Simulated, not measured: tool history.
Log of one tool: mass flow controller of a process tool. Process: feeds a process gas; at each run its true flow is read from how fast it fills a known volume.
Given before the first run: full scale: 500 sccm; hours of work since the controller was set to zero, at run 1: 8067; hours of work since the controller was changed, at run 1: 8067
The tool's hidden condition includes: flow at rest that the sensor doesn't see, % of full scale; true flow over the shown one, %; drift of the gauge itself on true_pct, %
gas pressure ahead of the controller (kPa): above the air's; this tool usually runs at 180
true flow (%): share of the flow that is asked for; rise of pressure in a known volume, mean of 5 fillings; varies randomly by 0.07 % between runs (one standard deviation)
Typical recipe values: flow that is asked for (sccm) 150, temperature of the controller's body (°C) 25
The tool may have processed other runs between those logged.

run,hour,flow that is asked for (sccm),gas pressure ahead of the controller (kPa),temperature of the controller's body (°C),hours of work since the controller was set to zero,hours of work since the controller was changed,true flow (%)
1,0.0,150,180,25,8067,8067,97.43
# hour 145.0: controller's zero set anew
2,203.0,150,180,25,31,8175,97.09
3,487.8,150,180,25,184,8328,96.92
4,744.6,150,180,21,322,8466,97.00
5,1049.0,150,180,25,485,8629,96.88
6,1322.2,150,180,25,632,8776,96.84
7,1505.6,150,147,25,730,8874,96.66
# hour 1781.5: controller's zero set anew, once more
8,1860.3,150,147,25,42,9064,100.98
9,2134.1,150,147,25,189,9211,100.78
10,2460.5,78,147,25,364,9386,100.36
11,2767.7,78,147,25,529,9551,100.31
12,3030.5,78,147,25,670,9692,100.18
13,3360.9,78,147,25,847,9869,100.16
14,3654.8,78,147,25,1005,10027,100.12
15,3921.0,78,147,25,1148,10170,100.00
16,4227.8,243,180,25,1312,10334,101.74
17,4585.9,243,180,25,1505,10526,101.68
18,4817.9,243,180,25,1629,10651,101.74
19,5086.5,243,180,25,1773,10795,101.81
20,5301.4,200,272,25,1888,10910,102.04
21,5595.0,61,174,36,2046,11068,98.99
22,5836.4,150,180,25,2175,11197,101.02
23,6161.2,344,167,25,2350,11372,102.44
24,6327.3,344,167,25,2439,11461,102.56
25,6578.5,344,167,25,2574,11595,102.36
26,6829.9,344,167,25,2709,11730,102.48
27,7179.6,54,240,35,2896,11918,98.31
28,7533.2,92,240,35,3086,12108,99.75
29,7859.9,98,147,39,3261,12283,99.28
30,8152.6,169,146,25,3418,12440,101.04
31,8470.3,147,150,28,3589,12610,100.48
32,8725.4,147,150,28,3725,12747,100.66
33,8902.1,147,150,28,3820,12842,100.57
34,9146.3,147,150,28,3951,12973,100.56
35,9495.2,68,192,36,4138,13160,98.06
36,9800.6,57,151,30,4302,13324,97.07

How would selected steps in true flow (%) from run to run divide? Give the signed amount a tool lacking its hidden state would still show from settings, what came in and random variation, and the signed amount left for the hidden state, including any gauge scatter that is not in both of the compared results.
Run 7 -> 8: controller's zero set anew, once more. true flow (%) +4.32: hidden state +4.26, all else +0.06.
Run 20 -> 21: flow that is asked for (sccm) 200 -> 61, gas pressure ahead of the controller (kPa) 272 -> 174, temperature of the controller's body (°C) 25 -> 36. true flow (%) -3.05: hidden state -1.51, all else -1.54.
Run 26 -> 27: flow that is asked for (sccm) 344 -> 54, gas pressure ahead of the controller (kPa) 167 -> 240, temperature of the controller's body (°C) 25 -> 35. true flow (%) -4.17: hidden state -2.89, all else -1.28.
Run 34 -> 35: flow that is asked for (sccm) 147 -> 68, gas pressure ahead of the controller (kPa) 150 -> 192, temperature of the controller's body (°C) 28 -> 36. true flow (%) -2.50: hidden state -2.10, all else -0.40.
